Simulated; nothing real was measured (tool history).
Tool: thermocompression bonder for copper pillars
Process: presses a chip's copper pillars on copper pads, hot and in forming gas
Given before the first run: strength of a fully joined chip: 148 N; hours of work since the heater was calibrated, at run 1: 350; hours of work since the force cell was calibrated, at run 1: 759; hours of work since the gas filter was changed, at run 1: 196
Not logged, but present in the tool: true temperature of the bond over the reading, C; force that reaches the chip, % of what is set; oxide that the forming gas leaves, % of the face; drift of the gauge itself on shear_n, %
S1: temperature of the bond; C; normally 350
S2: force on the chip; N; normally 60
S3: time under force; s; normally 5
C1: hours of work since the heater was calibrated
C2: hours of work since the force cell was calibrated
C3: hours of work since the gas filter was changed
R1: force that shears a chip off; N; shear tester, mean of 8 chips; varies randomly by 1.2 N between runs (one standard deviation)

run,day,S1,S2,S3,C1,C2,C3,R1
1,0,350,60,5,350,759,196,91.3
2,0.362,350,60,5,355,764,201,91.5
3,0.617,350,60,5,358,767,204,94.3
# day 1.112: force cell calibrated
4,1.238,350,60,5,366,2,212,98.9
5,1.712,350,78,5,373,8,219,113.9
6,2.212,350,60,5,380,15,226,98.3
7,2.8,350,60,5,388,23,234,99.1
8,3.212,350,60,5,394,29,239,96.7
9,3.542,350,60,5,398,34,244,95.9
10,3.875,350,60,5,403,38,249,97.4
11,4.375,348,60,5,410,45,256,96.5
# day 4.842: forming gas filter changed
12,4.962,336,60,5,418,53,2,98.5
13,5.575,336,60,5,426,62,10,97.5
14,5.879,350,60,5,430,66,14,106.5
15,6.396,350,60,5,438,73,22,107.5
16,6.892,350,60,5,444,80,28,106.5
17,7.275,342,60,5,450,85,34,101.2
18,7.788,350,60,5,457,92,41,104.4
19,8.304,322,60,4,464,100,48,83
20,8.917,350,40,10,473,108,57,94.6
21,9.196,355,86,5,476,112,60,128.5
22,9.454,355,86,5,480,116,64,127.3
23,10.062,350,39,12,489,124,73,97.2
24,10.508,328,48,12,495,130,79,98.9
25,11.133,369,50,12,503,139,87,121.6
26,11.429,369,50,12,507,143,92,119.6
27,11.821,363,47,11,513,148,97,113.6
28,12.25,363,36,10,519,154,103,93
29,12.704,369,60,12,525,161,109,129
30,13.317,333,75,9,534,169,118,119.6
31,13.917,358,60,5,542,177,126,106.6
32,14.183,358,60,5,546,181,130,106.7
33,14.612,358,60,5,552,187,136,105.1
34,15.004,364,44,3,557,193,141,73.1
35,15.621,369,36,7,566,201,150,86.9

Table of differences, measured result less the result of that run with no hidden state. Run-to-run variation is the same in both. Gauge scatter possibly is not:
run,R1
1,-14.6
2,-15
3,-15.5
4,-8.7
5,-11
6,-9.5
7,-10
8,-10
9,-10.3
10,-10.6
11,-11
12,+0.6
13,+0.1
14,-0.2
15,-0.5
16,-0.9
17,-1.1
18,-1.5
19,-1.3
20,-2.1
21,-3.4
22,-3.5
23,-2.9
24,-3.2
25,-4.8
26,-4.9
27,-5
28,-4.4
29,-6.6
30,-6.4
31,-6.3
32,-6.5
33,-6.7
34,-5
35,-6.2
